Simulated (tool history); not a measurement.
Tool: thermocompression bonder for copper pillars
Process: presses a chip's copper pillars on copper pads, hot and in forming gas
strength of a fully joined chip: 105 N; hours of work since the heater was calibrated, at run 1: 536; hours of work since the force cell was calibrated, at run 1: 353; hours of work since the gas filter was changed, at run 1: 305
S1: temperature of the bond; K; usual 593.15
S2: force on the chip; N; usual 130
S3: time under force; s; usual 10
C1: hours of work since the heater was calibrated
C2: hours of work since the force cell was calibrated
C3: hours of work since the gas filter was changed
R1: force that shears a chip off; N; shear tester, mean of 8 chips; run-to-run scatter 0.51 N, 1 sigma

{"run": 1, "hour": 0.0, "S1": 593.15, "S2": 130, "S3": 10, "C1": 536, "C2": 353, "C3": 305, "R1": 57.3}
{"run": 2, "hour": 14.1, "S1": 593.15, "S2": 130, "S3": 10, "C1": 545, "C2": 362, "C3": 314, "R1": 58.5}
{"run": 3, "hour": 27.4, "S1": 593.15, "S2": 130, "S3": 10, "C1": 553, "C2": 370, "C3": 322, "R1": 56.2}
{"run": 4, "hour": 36.4, "S1": 593.15, "S2": 130, "S3": 10, "C1": 558, "C2": 376, "C3": 328, "R1": 57.2}
{"run": 5, "hour": 50.1, "S1": 593.15, "S2": 130, "S3": 10, "C1": 567, "C2": 384, "C3": 336, "R1": 56.9}
{"run": 6, "hour": 59.9, "S1": 593.15, "S2": 130, "S3": 10, "C1": 573, "C2": 390, "C3": 342, "R1": 56.5}
{"run": 7, "hour": 74.3, "S1": 593.15, "S2": 130, "S3": 10, "C1": 582, "C2": 399, "C3": 351, "R1": 56.2}
{"run": 8, "hour": 84.4, "S1": 593.15, "S2": 130, "S3": 10, "C1": 588, "C2": 405, "C3": 358, "R1": 56.6}
{"run": 9, "hour": 92.5, "S1": 593.15, "S2": 130, "S3": 10, "C1": 593, "C2": 410, "C3": 363, "R1": 56.7}
{"run": 10, "hour": 104.8, "S1": 593.15, "S2": 183, "S3": 10, "C1": 601, "C2": 418, "C3": 370, "R1": 66.5}
{"run": 11, "hour": 117.3, "S1": 593.15, "S2": 183, "S3": 10, "C1": 609, "C2": 426, "C3": 378, "R1": 66.3}
{"run": 12, "hour": 128.9, "S1": 593.15, "S2": 183, "S3": 10, "C1": 616, "C2": 433, "C3": 385, "R1": 65.8}
{"run": 13, "hour": 143.1, "S1": 610.15, "S2": 183, "S3": 10, "C1": 625, "C2": 442, "C3": 394, "R1": 74.6}
{"run": 14, "hour": 158.8, "S1": 567.15, "S2": 183, "S3": 10, "C1": 635, "C2": 452, "C3": 404, "R1": 48.9}
{"run": 15, "hour": 168.0, "S1": 567.15, "S2": 183, "S3": 10, "C1": 640, "C2": 457, "C3": 410, "R1": 49.3}
{"run": 16, "hour": 182.3, "S1": 593.15, "S2": 130, "S3": 6, "C1": 649, "C2": 466, "C3": 418, "R1": 46.1}
{"run": 17, "hour": 197.4, "S1": 593.15, "S2": 130, "S3": 6, "C1": 659, "C2": 476, "C3": 428, "R1": 46.6}
{"run": 18, "hour": 210.4, "S1": 593.15, "S2": 130, "S3": 6, "C1": 667, "C2": 484, "C3": 436, "R1": 46.3}
{"run": 19, "hour": 224.1, "S1": 593.15, "S2": 130, "S3": 10, "C1": 675, "C2": 492, "C3": 444, "R1": 54.9}
{"run": 20, "hour": 238.1, "S1": 593.15, "S2": 130, "S3": 10, "C1": 684, "C2": 501, "C3": 453, "R1": 54.3}
{"run": 21, "hour": 253.6, "S1": 593.15, "S2": 130, "S3": 10, "C1": 694, "C2": 511, "C3": 463, "R1": 53.8}
{"run": 22, "hour": 264.9, "S1": 593.15, "S2": 130, "S3": 10, "C1": 701, "C2": 518, "C3": 470, "R1": 53.9}
{"run": 23, "hour": 275.6, "S1": 612.15, "S2": 156, "S3": 10, "C1": 707, "C2": 524, "C3": 476, "R1": 69.9}
{"hour": 281.0, "done": "forming gas filter changed"}
{"run": 24, "hour": 290.8, "S1": 612.15, "S2": 156, "S3": 10, "C1": 716, "C2": 533, "C3": 6, "R1": 79.6}
{"run": 25, "hour": 305.7, "S1": 577.15, "S2": 147, "S3": 15, "C1": 726, "C2": 543, "C3": 15, "R1": 61.7}
{"run": 26, "hour": 312.7, "S1": 620.15, "S2": 119, "S3": 7, "C1": 730, "C2": 547, "C3": 20, "R1": 68.2}
{"run": 27, "hour": 325.9, "S1": 620.15, "S2": 119, "S3": 7, "C1": 738, "C2": 555, "C3": 28, "R1": 68.4}
{"run": 28, "hour": 337.5, "S1": 589.15, "S2": 192, "S3": 30, "C1": 745, "C2": 562, "C3": 35, "R1": 88.9}
{"run": 29, "hour": 354.0, "S1": 593.15, "S2": 93, "S3": 10, "C1": 756, "C2": 573, "C3": 45, "R1": 50.1}
{"run": 30, "hour": 365.1, "S1": 619.15, "S2": 149, "S3": 14, "C1": 763, "C2": 580, "C3": 52, "R1": 86.2}
{"run": 31, "hour": 373.7, "S1": 619.15, "S2": 92, "S3": 14, "C1": 768, "C2": 585, "C3": 58, "R1": 69.9}
{"run": 32, "hour": 386.0, "S1": 602.15, "S2": 111, "S3": 8, "C1": 776, "C2": 593, "C3": 65, "R1": 56.0}
{"run": 33, "hour": 397.2, "S1": 602.15, "S2": 169, "S3": 12, "C1": 783, "C2": 600, "C3": 72, "R1": 75.9}
{"run": 34, "hour": 406.5, "S1": 585.15, "S2": 194, "S3": 12, "C1": 788, "C2": 605, "C3": 78, "R1": 70.5}
{"run": 35, "hour": 418.1, "S1": 585.15, "S2": 194, "S3": 12, "C1": 796, "C2": 613, "C3": 85, "R1": 71.0}
{"run": 36, "hour": 426.5, "S1": 585.15, "S2": 194, "S3": 12, "C1": 801, "C2": 618, "C3": 90, "R1": 69.4}
{"run": 37, "hour": 440.2, "S1": 593.15, "S2": 94, "S3": 22, "C1": 809, "C2": 626, "C3": 99, "R1": 64.0}
{"run": 38, "hour": 453.3, "S1": 597.15, "S2": 94, "S3": 11, "C1": 817, "C2": 634, "C3": 107, "R1": 52.6}
{"run": 39, "hour": 461.2, "S1": 568.15, "S2": 174, "S3": 25, "C1": 822, "C2": 639, "C3": 112, "R1": 68.6}

A few steps of R1 between consecutive runs. Split each: what settings, incoming material and random variation would produce without the hidden state, and what is left over for the hidden state, along with gauge scatter present in only one of the two compared results (measured, and without hidden state):
What the log doesn't record here: true temperature of the bond over the reading, C; force that reaches the chip, % of what is set; oxide that the forming gas leaves, % of the face; drift of the gauge itself on shear_n, %.
Run 13 -> 14: S1 610.15 -> 567.15. R1 -25.7 N: hidden state +1.5, all else -27.2.
Run 22 -> 23: S1 593.15 -> 612.15, S2 130 -> 156. R1 +16.0 N: hidden state -1.5, all else +17.5.
Run 23 -> 24: forming gas filter changed. R1 +9.7 N: hidden state +8.1, all else +1.6.
Run 28 -> 29: S1 589.15 -> 593.15, S2 192 -> 93, S3 30 -> 10. R1 -38.8 N: hidden state -0.5, all else -38.3.
Run 29 -> 30: S1 593.15 -> 619.15, S2 93 -> 149, S3 10 -> 14. R1 +36.1 N: hidden state +0.2, all else +35.9.

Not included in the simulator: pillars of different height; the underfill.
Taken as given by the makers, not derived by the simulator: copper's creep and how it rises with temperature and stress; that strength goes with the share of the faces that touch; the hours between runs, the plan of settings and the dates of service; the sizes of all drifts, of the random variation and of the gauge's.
